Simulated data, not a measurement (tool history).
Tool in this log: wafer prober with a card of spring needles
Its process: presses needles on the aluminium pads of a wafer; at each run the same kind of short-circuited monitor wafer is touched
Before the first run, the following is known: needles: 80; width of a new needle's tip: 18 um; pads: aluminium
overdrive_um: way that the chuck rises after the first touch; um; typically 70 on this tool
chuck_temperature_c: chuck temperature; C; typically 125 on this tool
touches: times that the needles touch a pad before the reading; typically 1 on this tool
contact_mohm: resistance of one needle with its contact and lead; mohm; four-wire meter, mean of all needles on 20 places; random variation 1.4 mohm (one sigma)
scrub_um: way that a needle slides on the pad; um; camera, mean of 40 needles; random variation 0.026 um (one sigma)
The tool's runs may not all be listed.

Run 1, day 0.000: usual settings. Result: contact_mohm 114 mohm, scrub_um 9.52 um.
At day 0.154: tips cleaned on abrasive film.
At day 0.496: tips cleaned on abrasive film.
At day 0.854: tips cleaned on abrasive film.
Run 2, day 0.921: usual settings but overdrive_um 81 um. Result: contact_mohm 115 mohm, scrub_um 10.97 um.
At day 1.188: tips cleaned on abrasive film.
At day 1.508: tips cleaned on abrasive film.
At day 1.871: tips cleaned on abrasive film.
Run 3, day 1.904: usual settings but overdrive_um 81 um. Result: contact_mohm 114 mohm, scrub_um 11.02 um.
At day 2.233: tips cleaned on abrasive film.
At day 2.608: tips cleaned on abrasive film.
At day 2.958: tips cleaned on abrasive film.
Run 4, day 2.958: usual settings but overdrive_um 81 um. Result: contact_mohm 113 mohm, scrub_um 11.02 um.
At day 3.338: tips cleaned on abrasive film.
At day 3.662: tips cleaned on abrasive film.
Run 5, day 3.779: usual settings but overdrive_um 81 um. Result: contact_mohm 115 mohm, scrub_um 11.01 um.
At day 4.042: tips cleaned on abrasive film.
At day 4.396: tips cleaned on abrasive film.
At day 4.762: tips cleaned on abrasive film.
Run 6, day 4.838: usual settings but overdrive_um 81 um. Result: contact_mohm 116 mohm, scrub_um 11.00 um.
At day 5.092: tips cleaned on abrasive film.
At day 5.467: tips cleaned on abrasive film.
Run 7, day 5.621: usual settings but overdrive_um 81 um. Result: contact_mohm 113 mohm, scrub_um 11.01 um.
At day 5.838: tips cleaned on abrasive film.
At day 6.196: tips cleaned on abrasive film.
Run 8, day 6.475: usual settings but overdrive_um 81 um. Result: contact_mohm 116 mohm, scrub_um 10.97 um.
At day 6.529: tips cleaned on abrasive film.
At day 6.883: tips cleaned on abrasive film.
Run 9, day 7.162: usual settings. Result: contact_mohm 115 mohm, scrub_um 9.46 um.
At day 7.242: tips cleaned on abrasive film.
At day 7.567: tips cleaned on abrasive film.
Run 10, day 7.858: usual settings but chuck_temperature_c 112 C. Result: contact_mohm 116 mohm, scrub_um 9.53 um.
At day 7.933: tips cleaned on abrasive film.
At day 8.271: tips cleaned on abrasive film.
At day 8.462: height of the first contact set anew.
At day 8.642: tips cleaned on abrasive film.
At day 9.000: tips cleaned on abrasive film.
Run 11, day 9.000: usual settings but chuck_temperature_c 112 C. Result: contact_mohm 115 mohm, scrub_um 9.49 um.
At day 9.358: tips cleaned on abrasive film.
At day 9.712: tips cleaned on abrasive film.
At day 10.054: tips cleaned on abrasive film.
Run 12, day 10.054: usual settings but chuck_temperature_c 112 C. Result: contact_mohm 116 mohm, scrub_um 9.50 um.
At day 10.442: tips cleaned on abrasive film.
At day 10.788: tips cleaned on abrasive film.
Run 13, day 10.992: usual settings but chuck_temperature_c 112 C. Result: contact_mohm 116 mohm, scrub_um 9.50 um.
At day 11.138: tips cleaned on abrasive film.
At day 11.508: tips cleaned on abrasive film.
At day 11.842: tips cleaned on abrasive film.
Run 14, day 11.950: usual settings but chuck_temperature_c 112 C. Result: contact_mohm 117 mohm, scrub_um 9.48 um.
At day 12.167: tips cleaned on abrasive film.
At day 12.500: tips cleaned on abrasive film.
Run 15, day 12.500: usual settings but chuck_temperature_c 112 C. Result: contact_mohm 113 mohm, scrub_um 9.50 um.
At day 12.871: tips cleaned on abrasive film.
Run 16, day 13.167: usual settings but chuck_temperature_c 112 C. Result: contact_mohm 114 mohm, scrub_um 9.50 um.
At day 13.238: tips cleaned on abrasive film.
At day 13.588: tips cleaned on abrasive film.
At day 13.958: tips cleaned on abrasive film.
Run 17, day 14.112: usual settings but overdrive_um 54 um, chuck_temperature_c 27 C. Result: contact_mohm 108 mohm, scrub_um 7.37 um.
At day 14.300: tips cleaned on abrasive film.
At day 14.671: tips cleaned on abrasive film.
Run 18, day 14.742: usual settings but overdrive_um 51 um, chuck_temperature_c 35 C, touches 2. Result: contact_mohm 107 mohm, scrub_um 6.99 um.
At day 15.021: tips cleaned on abrasive film.
At day 15.371: tips cleaned on abrasive film.
At day 15.721: tips cleaned on abrasive film.
Run 19, day 15.767: usual settings but chuck_temperature_c 51 C. Result: contact_mohm 108 mohm, scrub_um 9.50 um.
At day 16.075: tips cleaned on abrasive film.
At day 16.421: tips cleaned on abrasive film.
Run 20, day 16.492: usual settings but overdrive_um 90 um, chuck_temperature_c 96 C. Result: contact_mohm 111 mohm, scrub_um 12.21 um.
At day 16.783: tips cleaned on abrasive film.
At day 17.046: height of the first contact set anew.
At day 17.129: tips cleaned on abrasive film.
Run 21, day 17.250: usual settings but overdrive_um 63 um, chuck_temperature_c 67 C. Result: contact_mohm 109 mohm, scrub_um 8.54 um.
At day 17.500: tips cleaned on abrasive film.
At day 17.833: tips cleaned on abrasive film.
At day 18.154: tips cleaned on abrasive film.
Run 22, day 18.362: usual settings but overdrive_um 84 um, chuck_temperature_c 60 C. Result: contact_mohm 107 mohm, scrub_um 11.39 um.
At day 18.512: tips cleaned on abrasive film.
At day 18.862: tips cleaned on abrasive film.
At day 19.229: tips cleaned on abrasive film.
Run 23, day 19.383: usual settings but overdrive_um 84 um, chuck_temperature_c 60 C. Result: contact_mohm 106 mohm, scrub_um 11.41 um.
At day 19.592: tips cleaned on abrasive film.
At day 19.971: tips cleaned on abrasive film.
At day 20.338: tips cleaned on abrasive film.
Run 24, day 20.458: usual settings but overdrive_um 69 um, chuck_temperature_c 45 C. Result: contact_mohm 107 mohm, scrub_um 9.37 um.
At day 20.671: tips cleaned on abrasive film.
At day 21.038: tips cleaned on abrasive film.
Run 25, day 21.250: usual settings but overdrive_um 69 um, chuck_temperature_c 45 C, touches 2. Result: contact_mohm 109 mohm, scrub_um 9.35 um.
At day 21.388: tips cleaned on abrasive film.
At day 21.712: tips cleaned on abrasive film.
At day 22.033: tips cleaned on abrasive film.
Run 26, day 22.146: usual settings but overdrive_um 89 um, chuck_temperature_c 52 C. Result: contact_mohm 104 mohm, scrub_um 12.08 um.
At day 22.425: tips cleaned on abrasive film.
At day 22.762: tips cleaned on abrasive film.
At day 23.096: tips cleaned on abrasive film.
Run 27, day 23.121: usual settings but overdrive_um 73 um, chuck_temperature_c 29 C. Result: contact_mohm 102 mohm, scrub_um 9.93 um.
At day 23.425: tips cleaned on abrasive film.
Run 28, day 23.662: usual settings but chuck_temperature_c 64 C. Result: contact_mohm 110 mohm, scrub_um 9.51 um.
At day 23.808: tips cleaned on abrasive film.
At day 24.150: tips cleaned on abrasive film.
Run 29, day 24.150: usual settings. Result: contact_mohm 113 mohm, scrub_um 9.49 um.
At day 24.521: tips cleaned on abrasive film.
Run 30, day 24.788: usual settings but chuck_temperature_c 76 C, touches 2. Result: contact_mohm 111 mohm, scrub_um 9.49 um.

Alternative continuations, all from the tool just after run 30; predict every row:
At day 24.871: tips cleaned on abrasive film.
At day 25.221: tips cleaned on abrasive film.
Run A, day 25.517: usual settings but overdrive_um 57 um, chuck_temperature_c 39 C. Result: contact_mohm ?, scrub_um ?.
At day 24.871: tips cleaned on abrasive film.
At day 25.221: tips cleaned on abrasive film.
Run B, day 25.517: usual settings but overdrive_um 61 um, chuck_temperature_c 76 C. Result: contact_mohm ?, scrub_um ?.
At day 24.871: tips cleaned on abrasive film.
At day 25.221: tips cleaned on abrasive film.
Run C, day 25.517: usual settings but overdrive_um 54 um, chuck_temperature_c 30 C, touches 2. Result: contact_mohm ?, scrub_um ?.

run  contact_mohm  scrub_um
  A           107      7.69
  B           112      8.27
  C           108      7.34
The same runs, with their run-to-run variation unchanged, on a tool lacking any hidden condition would have given:
run  contact_mohm  scrub_um
  A           107      7.69
  B           111      8.27
  C           107      7.35

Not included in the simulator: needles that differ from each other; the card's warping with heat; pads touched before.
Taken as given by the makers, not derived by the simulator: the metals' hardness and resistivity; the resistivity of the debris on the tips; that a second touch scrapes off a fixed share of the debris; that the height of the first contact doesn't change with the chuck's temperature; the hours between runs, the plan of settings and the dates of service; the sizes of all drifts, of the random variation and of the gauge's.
